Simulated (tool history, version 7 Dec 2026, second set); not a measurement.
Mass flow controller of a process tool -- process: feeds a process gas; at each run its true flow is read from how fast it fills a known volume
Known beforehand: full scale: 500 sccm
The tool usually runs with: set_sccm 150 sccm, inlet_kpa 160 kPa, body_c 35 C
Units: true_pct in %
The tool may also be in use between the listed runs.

Run 1, hour 0.0: usual settings. Result: true_pct 98.46 %.
Run 2, hour 86.6: usual settings but inlet_kpa 192 kPa. Result: true_pct 98.31 %.
Run 3, hour 171.0: usual settings but inlet_kpa 192 kPa. Result: true_pct 98.20 %.
Run 4, hour 245.0: usual settings but inlet_kpa 192 kPa. Result: true_pct 98.14 %.
Run 5, hour 282.2: usual settings but inlet_kpa 192 kPa. Result: true_pct 98.03 %.
Run 6, hour 339.3: usual settings. Result: true_pct 98.25 %.
Run 7, hour 418.2: usual settings. Result: true_pct 98.07 %.
Run 8, hour 502.9: usual settings. Result: true_pct 98.13 %.
Run 9, hour 567.9: usual settings. Result: true_pct 97.96 %.
Run 10, hour 618.0: usual settings. Result: true_pct 97.88 %.
Run 11, hour 675.0: usual settings. Result: true_pct 97.88 %.
Run 12, hour 713.0: usual settings but set_sccm 66 sccm. Result: true_pct 97.40 %.
Run 13, hour 764.7: usual settings but set_sccm 323 sccm. Result: true_pct 98.66 %.
Run 14, hour 825.7: usual settings. Result: true_pct 97.77 %.
Run 15, hour 879.2: usual settings. Result: true_pct 97.57 %.
Run 16, hour 924.1: usual settings. Result: true_pct 97.52 %.
Run 17, hour 1002.5: usual settings. Result: true_pct 97.50 %.
Run 18, hour 1080.1: usual settings. Result: true_pct 97.32 %.
Run 19, hour 1126.8: usual settings. Result: true_pct 97.32 %.
Run 20, hour 1204.6: usual settings. Result: true_pct 97.44 %.
Run 21, hour 1286.1: usual settings but body_c 36 C. Result: true_pct 97.18 %.
Run 22, hour 1344.3: usual settings. Result: true_pct 97.18 %.
Run 23, hour 1385.5: usual settings but inlet_kpa 146 kPa, body_c 25 C. Result: true_pct 96.75 %.
Run 24, hour 1454.6: usual settings but inlet_kpa 167 kPa, body_c 38 C. Result: true_pct 96.99 %.
Run 25, hour 1507.3: usual settings but set_sccm 64 sccm, inlet_kpa 199 kPa, body_c 25 C. Result: true_pct 96.01 %.
Run 26, hour 1559.3: usual settings but set_sccm 64 sccm, inlet_kpa 199 kPa, body_c 25 C. Result: true_pct 95.76 %.
Run 27, hour 1643.3: usual settings but set_sccm 452 sccm, inlet_kpa 165 kPa, body_c 25 C. Result: true_pct 98.07 %.
Run 28, hour 1716.8: usual settings but inlet_kpa 157 kPa, body_c 23 C. Result: true_pct 96.35 %.
Run 29, hour 1768.8: usual settings but inlet_kpa 162 kPa. Result: true_pct 96.73 %.
Run 30, hour 1815.1: usual settings but set_sccm 325 sccm, inlet_kpa 180 kPa. Result: true_pct 97.41 %.
At hour 1853.2: gauge calibrated.
Run 31, hour 1854.1: usual settings but set_sccm 143 sccm, inlet_kpa 193 kPa, body_c 32 C. Result: true_pct 98.32 %.
Run 32, hour 1921.1: usual settings but set_sccm 265 sccm, inlet_kpa 220 kPa, body_c 26 C. Result: true_pct 98.45 %.
Run 33, hour 1988.5: usual settings but set_sccm 265 sccm, inlet_kpa 220 kPa, body_c 26 C. Result: true_pct 98.51 %.
Run 34, hour 2030.8: usual settings but set_sccm 265 sccm, inlet_kpa 220 kPa, body_c 26 C. Result: true_pct 98.47 %.
Run 35, hour 2103.9: usual settings but set_sccm 55 sccm, inlet_kpa 141 kPa, body_c 29 C. Result: true_pct 97.76 %.
Run 36, hour 2162.4: usual settings but set_sccm 430 sccm, inlet_kpa 231 kPa, body_c 33 C. Result: true_pct 99.39 %.
Run 37, hour 2207.8: usual settings but set_sccm 184 sccm, inlet_kpa 176 kPa, body_c 25 C. Result: true_pct 97.97 %.
Run 38, hour 2273.5: usual settings but set_sccm 126 sccm, inlet_kpa 205 kPa, body_c 37 C. Result: true_pct 97.84 %.
Run 39, hour 2346.9: usual settings but body_c 37 C. Result: true_pct 98.10 %.
Run 40, hour 2406.3: usual settings but body_c 37 C. Result: true_pct 98.14 %.
Run 41, hour 2448.3: usual settings but body_c 37 C. Result: true_pct 98.01 %.
Run 42, hour 2486.2: usual settings but set_sccm 405 sccm, inlet_kpa 174 kPa, body_c 40 C. Result: true_pct 99.35 %.
Run 43, hour 2527.7: usual settings but set_sccm 75 sccm, inlet_kpa 168 kPa, body_c 22 C. Result: true_pct 97.00 %.
Run 44, hour 2605.8: usual settings but set_sccm 75 sccm, inlet_kpa 168 kPa, body_c 22 C. Result: true_pct 96.87 %.

Below are 5 alternative next runs, each starting from the tool's condition after run 44. Predict each:
Run A, hour 2644.2: usual settings but inlet_kpa 235 kPa. Result: true_pct ?.
Run B, hour 2644.2: usual settings but set_sccm 274 sccm, inlet_kpa 194 kPa, body_c 32 C. Result: true_pct ?.
Run C, hour 2644.2: usual settings but set_sccm 119 sccm, inlet_kpa 168 kPa, body_c 22 C. Result: true_pct ?.
Run D, hour 2644.2: usual settings but set_sccm 75 sccm, inlet_kpa 184 kPa, body_c 22 C. Result: true_pct ?.
Run E, hour 2644.2: usual settings but set_sccm 75 sccm, inlet_kpa 168 kPa, body_c 37 C. Result: true_pct ?.

run  true_pct
  A     97.23
  B     98.08
  C     97.10
  D     96.86
  E     97.32
Without the tool's hidden state the same runs would have given:
run  true_pct
  A     98.12
  B     98.98
  C     97.98
  D     97.75
  E     98.21

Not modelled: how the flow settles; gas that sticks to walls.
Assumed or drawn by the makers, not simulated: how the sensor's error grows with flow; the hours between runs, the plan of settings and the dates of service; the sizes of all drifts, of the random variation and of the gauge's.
